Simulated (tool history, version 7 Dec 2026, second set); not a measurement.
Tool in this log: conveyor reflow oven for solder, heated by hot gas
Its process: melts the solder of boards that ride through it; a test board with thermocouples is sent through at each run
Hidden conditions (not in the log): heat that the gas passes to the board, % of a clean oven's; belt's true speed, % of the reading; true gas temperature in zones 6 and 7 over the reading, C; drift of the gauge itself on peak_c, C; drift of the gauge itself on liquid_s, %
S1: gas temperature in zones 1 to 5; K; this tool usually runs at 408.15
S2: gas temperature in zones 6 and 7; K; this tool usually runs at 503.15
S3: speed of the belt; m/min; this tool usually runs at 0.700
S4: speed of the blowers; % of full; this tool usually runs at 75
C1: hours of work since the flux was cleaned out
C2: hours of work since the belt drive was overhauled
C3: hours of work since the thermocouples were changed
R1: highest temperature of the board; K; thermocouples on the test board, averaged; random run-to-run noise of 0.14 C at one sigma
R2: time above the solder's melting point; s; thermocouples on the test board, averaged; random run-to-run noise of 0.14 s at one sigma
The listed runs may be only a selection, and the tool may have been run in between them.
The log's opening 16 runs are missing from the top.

Run 17, day 11.767: usual settings but S1 419.15 K, S3 0.755 m/min; C1 91; C2 766; C3 538. Result: R1 488.45 K, R2 49.1 s.
Run 18, day 12.512: usual settings but S1 419.15 K, S3 0.755 m/min; C1 99; C2 774; C3 546. Result: R1 488.35 K, R2 49.4 s.
At day 13.571: belt drive overhauled, speed set with a stopwatch.
Run 19, day 13.608: usual settings but S1 420.15 K; C1 109; C2 0; C3 556. Result: R1 490.15 K, R2 54.4 s.
Run 20, day 14.671: usual settings but S1 419.15 K, S2 510.15 K; C1 120; C2 12; C3 568. Result: R1 496.25 K, R2 57.7 s.
Run 21, day 15.508: usual settings but S1 419.15 K, S2 510.15 K, S3 0.636 m/min; C1 129; C2 21; C3 577. Result: R1 498.95 K, R2 65.5 s.
Run 22, day 16.267: usual settings but S1 411.15 K, S4 85 % of full; C1 137; C2 29; C3 585. Result: R1 490.95 K, R2 51.8 s.
Run 23, day 17.275: usual settings but S1 396.15 K, S2 499.15 K, S3 0.620 m/min, S4 53 % of full; C1 148; C2 40; C3 596. Result: R1 480.65 K, R2 43.6 s.
Run 24, day 18.054: usual settings but S1 412.15 K, S3 0.565 m/min; C1 156; C2 48; C3 604. Result: R1 494.45 K, R2 68.9 s.
Run 25, day 18.492: usual settings but S1 414.15 K, S2 492.15 K, S3 0.565 m/min; C1 161; C2 53; C3 609. Result: R1 484.45 K, R2 62.1 s.
Run 26, day 19.283: usual settings but S1 419.15 K, S2 515.15 K, S3 0.816 m/min, S4 67 % of full; C1 170; C2 61; C3 617. Result: R1 492.85 K, R2 46.7 s.
Run 27, day 19.950: usual settings but S1 419.15 K, S2 494.15 K, S3 0.816 m/min, S4 67 % of full; C1 177; C2 68; C3 624. Result: R1 475.55 K, R2 33.7 s.
Run 28, day 20.383: usual settings but S1 406.15 K, S2 514.15 K, S3 0.839 m/min, S4 51 % of full; C1 181; C2 73; C3 629. Result: R1 481.25 K, R2 32.9 s.
Run 29, day 21.400: usual settings but S1 416.15 K, S2 516.15 K, S3 0.757 m/min, S4 88 % of full; C1 192; C2 84; C3 640. Result: R1 500.45 K, R2 54.6 s.
Run 30, day 21.896: usual settings but S1 416.15 K, S2 507.15 K, S3 0.757 m/min, S4 76 % of full; C1 198; C2 89; C3 645. Result: R1 490.25 K, R2 48.9 s.

Forecast each of these 5 alternatives for the next run:
Run A, day 22.400: usual settings but S1 416.15 K, S2 504.15 K, S3 0.757 m/min, S4 58 % of full; C1 203; C2 95; C3 651. Result: R1 ?, R2 ?.
Run B, day 22.400: usual settings but S3 0.598 m/min; C1 203; C2 95; C3 651. Result: R1 ?, R2 ?.
Run C, day 22.400: usual settings but S1 396.15 K, S2 507.15 K, S3 0.757 m/min, S4 72 % of full; C1 203; C2 95; C3 651. Result: R1 ?, R2 ?.
Run D, day 22.400: usual settings but S2 500.15 K; C1 203; C2 95; C3 651. Result: R1 ?, R2 ?.
Run E, day 22.400: usual settings but S1 394.15 K; C1 203; C2 95; C3 651. Result: R1 ?, R2 ?.

run      R1    R2
  A  482.75  42.2
  B  491.95  61.8
  C  484.95  39.2
  D  485.05  46.4
  E  485.05  42.4
With the hidden condition removed and each run's random variation left untouched, the same runs would have given:
run      R1    R2
  A  483.45  43.2
  B  492.35  62.7
  C  486.25  40.6
  D  485.85  47.6
  E  486.15  43.9

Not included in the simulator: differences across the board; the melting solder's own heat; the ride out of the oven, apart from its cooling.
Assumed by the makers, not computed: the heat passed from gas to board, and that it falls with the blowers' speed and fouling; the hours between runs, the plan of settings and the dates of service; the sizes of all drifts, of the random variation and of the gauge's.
